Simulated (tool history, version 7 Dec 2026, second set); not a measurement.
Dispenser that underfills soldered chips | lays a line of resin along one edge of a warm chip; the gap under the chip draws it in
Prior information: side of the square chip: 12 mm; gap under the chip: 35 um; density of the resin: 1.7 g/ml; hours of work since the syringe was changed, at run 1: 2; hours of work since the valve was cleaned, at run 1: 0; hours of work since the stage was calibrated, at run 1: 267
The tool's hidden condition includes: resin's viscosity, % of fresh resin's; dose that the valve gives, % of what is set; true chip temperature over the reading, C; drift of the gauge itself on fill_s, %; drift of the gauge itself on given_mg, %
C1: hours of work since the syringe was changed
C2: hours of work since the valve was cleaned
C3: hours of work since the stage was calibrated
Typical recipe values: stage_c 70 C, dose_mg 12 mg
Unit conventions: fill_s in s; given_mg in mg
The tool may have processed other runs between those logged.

run 1 hour=0 | stage_c=70 dose_mg=12 | C1=2 C2=0 C3=267 | fill_s=183.4 given_mg=11.91
run 2 hour=5.3 | stage_c=82 dose_mg=12 | C1=6 C2=4 C3=271 | fill_s=166.6 given_mg=12
-- hour=12.1 new syringe of resin
run 3 hour=15.1 | stage_c=82 dose_mg=12 | C1=2 C2=10 C3=278 | fill_s=123 given_mg=11.93
run 4 hour=21 | stage_c=70 dose_mg=12 | C1=6 C2=15 C3=282 | fill_s=246.3 given_mg=11.88
-- hour=27.6 new syringe of resin
run 5 hour=30 | stage_c=70 dose_mg=12 | C1=2 C2=21 C3=288 | fill_s=175.9 given_mg=11.93
run 6 hour=38.9 | stage_c=70 dose_mg=12 | C1=8 C2=27 C3=294 | fill_s=278.1 given_mg=11.9
-- hour=43.1 new syringe of resin
run 7 hour=43.1 | stage_c=66 dose_mg=12 | C1=0 C2=30 C3=297 | fill_s=174.4 given_mg=11.8
run 8 hour=52.5 | stage_c=66 dose_mg=12 | C1=7 C2=37 C3=304 | fill_s=286 given_mg=11.79
run 9 hour=57.6 | stage_c=66 dose_mg=12 | C1=10 C2=40 C3=307 | fill_s=379.1 given_mg=11.7
-- hour=58.6 new syringe of resin
run 10 hour=62.5 | stage_c=59 dose_mg=10.3 | C1=3 C2=44 C3=311 | fill_s=300.4 given_mg=10.13
run 11 hour=68.6 | stage_c=59 dose_mg=11.3 | C1=7 C2=48 C3=315 | fill_s=398.9 given_mg=11.09
-- hour=74.1 new syringe of resin
run 12 hour=74.7 | stage_c=62 dose_mg=14.8 | C1=0 C2=52 C3=319 | fill_s=204.6 given_mg=14.45
run 13 hour=79.1 | stage_c=63 dose_mg=13.3 | C1=4 C2=55 C3=322 | fill_s=251.2 given_mg=13
run 14 hour=87.3 | stage_c=79 dose_mg=14.3 | C1=9 C2=61 C3=328 | fill_s=223.1 given_mg=13.86
-- hour=89.5 new syringe of resin
run 15 hour=94.8 | stage_c=69 dose_mg=13.9 | C1=4 C2=66 C3=333 | fill_s=205.6 given_mg=13.5
run 16 hour=100.9 | stage_c=69 dose_mg=12.4 | C1=8 C2=70 C3=337 | fill_s=292.2 given_mg=11.97
-- hour=105.2 new syringe of resin
run 17 hour=110.4 | stage_c=82 dose_mg=14 | C1=4 C2=77 C3=344 | fill_s=130.6 given_mg=13.61

What if the next run were any one of these 5? Each begins from the tool's condition after run 17:
run A hour=118.6 | stage_c=58 dose_mg=11.1 | C1=10 C2=83 C3=350 | fill_s=? given_mg=?
run B hour=118.6 | stage_c=60 dose_mg=14.6 | C1=10 C2=83 C3=350 | fill_s=? given_mg=?
run C hour=118.6 | stage_c=82 dose_mg=12.9 | C1=10 C2=83 C3=350 | fill_s=? given_mg=?
run D hour=118.6 | stage_c=76 dose_mg=12.3 | C1=10 C2=83 C3=350 | fill_s=? given_mg=?
run E hour=118.6 | stage_c=70 dose_mg=11 | C1=10 C2=83 C3=350 | fill_s=? given_mg=?

run=A fill_s=495.6 given_mg=10.68
run=B fill_s=429.7 given_mg=14.19
run=C fill_s=206.5 given_mg=12.39
run=D fill_s=252.1 given_mg=11.91
run=E fill_s=317.8 given_mg=10.66
Take away the tool's hidden state, keep each run's random variation, and the runs would have read:
run=A fill_s=252 given_mg=11.08
run=B fill_s=220.2 given_mg=14.71
run=C fill_s=105.1 given_mg=12.85
run=D fill_s=128.3 given_mg=12.35
run=E fill_s=161 given_mg=11.05
